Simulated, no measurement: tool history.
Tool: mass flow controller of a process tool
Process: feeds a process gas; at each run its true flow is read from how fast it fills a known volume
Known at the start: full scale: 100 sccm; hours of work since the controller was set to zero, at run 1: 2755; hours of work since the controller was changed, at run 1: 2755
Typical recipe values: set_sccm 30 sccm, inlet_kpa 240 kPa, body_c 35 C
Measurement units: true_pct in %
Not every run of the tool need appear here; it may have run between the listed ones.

run,hour,set_sccm,inlet_kpa,body_c,hours of work since the controller was set to zero,hours of work since the controller was changed,true_pct
1,0,30,240,35,2755,2755,98.18
2,422.3,30,240,35,2932,2932,98.35
3,667.9,30,240,21,3034,3034,99.9
4,977.7,30,194,21,3163,3163,99.71
5,1178.2,30,240,35,3247,3247,98.42
6,1540.7,30,180,35,3398,3398,98.37
7,1788.1,30,240,35,3502,3502,98.66
8,2224.9,30,240,35,3684,3684,98.6
9,2529.1,30,240,24,3811,3811,99.79
10,2749.6,30,240,24,3903,3903,99.87
11,3155.6,30,240,24,4073,4073,99.69
12,3415.8,30,240,35,4181,4181,98.71
13,3802.5,30,148,35,4343,4343,98.63
14,4126.7,30,148,35,4478,4478,98.65
15,4524.8,30,148,35,4644,4644,98.77
16,4913.8,30,240,35,4806,4806,99.04
# hour 4948.1: controller's zero set anew
17,5119.5,30,274,35,72,4892,99.03
18,5377.1,64,240,35,179,5000,100.77
19,5739.8,64,240,35,331,5151,101.06
20,5963.9,64,240,35,424,5245,101
# hour 5993.1: controller's zero set anew, once more
21,6408.7,64,240,35,173,5430,101.72
22,6761.6,30,240,35,321,5577,100.71
23,7023.8,24,240,35,430,5687,100.54
24,7357.8,24,240,35,570,5826,100.72
25,7584.9,24,147,29,665,5921,101.05
# hour 7729: controller exchanged for a calibrated one
26,8058.6,24,147,33,138,138,96.75
27,8287.9,24,147,33,233,233,96.82
28,8745.8,30,159,35,424,424,96.87
29,8947.8,11,159,35,509,509,95.94
30,9290.1,64,158,35,652,652,98.16
31,9734.1,47,240,25,837,837,99.09

Run 32 has not been measured yet. What should we expect?
32,10011.1,47,240,25,953,953,?

true_pct: 99.15 %
Without the tool's hidden state the same run would have given true_pct 98.61 %.

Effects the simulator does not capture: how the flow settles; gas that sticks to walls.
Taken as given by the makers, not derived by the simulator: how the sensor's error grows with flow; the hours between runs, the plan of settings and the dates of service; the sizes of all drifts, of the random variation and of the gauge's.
